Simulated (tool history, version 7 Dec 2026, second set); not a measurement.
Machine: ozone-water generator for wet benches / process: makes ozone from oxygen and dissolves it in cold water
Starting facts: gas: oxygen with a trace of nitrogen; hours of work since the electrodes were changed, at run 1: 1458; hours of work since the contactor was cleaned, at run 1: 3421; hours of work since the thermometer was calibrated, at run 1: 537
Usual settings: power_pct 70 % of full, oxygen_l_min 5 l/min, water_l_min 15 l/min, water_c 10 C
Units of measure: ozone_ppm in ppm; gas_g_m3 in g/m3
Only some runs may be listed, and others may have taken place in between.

run	hour	power_pct	oxygen_l_min	water_l_min	water_c	hours of work since the electrodes were changed	hours of work since the contactor was cleaned	hours of work since the thermometer was calibrated	ozone_ppm	gas_g_m3
1	0	70	5	15	10	1458	3421	537	27	178.4
2	32.3	70	5	15	7	1484	3446	563	28.2	179.1
3	78	70	5	15	7	1521	3483	599	27.9	177.5
4	123	70	5	15	7	1557	3519	635	27.6	179.5
5	170	70	5	15	7	1595	3557	673	27.7	179.1
# hour 175.8: water thermometer calibrated
6	226.7	70	3.1	11	10	1640	3602	41	31.3	213.8
7	263.3	47	5	12	6	1669	3631	70	24.7	131.3
8	323.5	69	4.64	21	9	1717	3679	118	19.1	180.2
9	373.7	77	4.64	21	9	1757	3719	158	20.8	197.7
10	433.7	52	8.33	18	8	1805	3767	206	20.1	114.4

4 options for the next run, each taken on its own from the tool as it stands now. Forecast them:
A	486.9	56	8.33	18	8	1848	3810	249	?	?
B	486.9	69	5.94	15	7	1848	3810	249	?	?
C	486.9	70	8.55	15	10	1848	3810	249	?	?
D	486.9	64	2.97	15	10	1848	3810	249	?	?

run	ozone_ppm	gas_g_m3
A	21.2	121.9
B	28.7	163.8
C	27.9	144.6
D	22	202
What these runs would have given with no unlogged condition in the tool:
run	ozone_ppm	gas_g_m3
A	23.3	127.7
B	31.6	173.4
C	30.7	153.1
D	24.1	213

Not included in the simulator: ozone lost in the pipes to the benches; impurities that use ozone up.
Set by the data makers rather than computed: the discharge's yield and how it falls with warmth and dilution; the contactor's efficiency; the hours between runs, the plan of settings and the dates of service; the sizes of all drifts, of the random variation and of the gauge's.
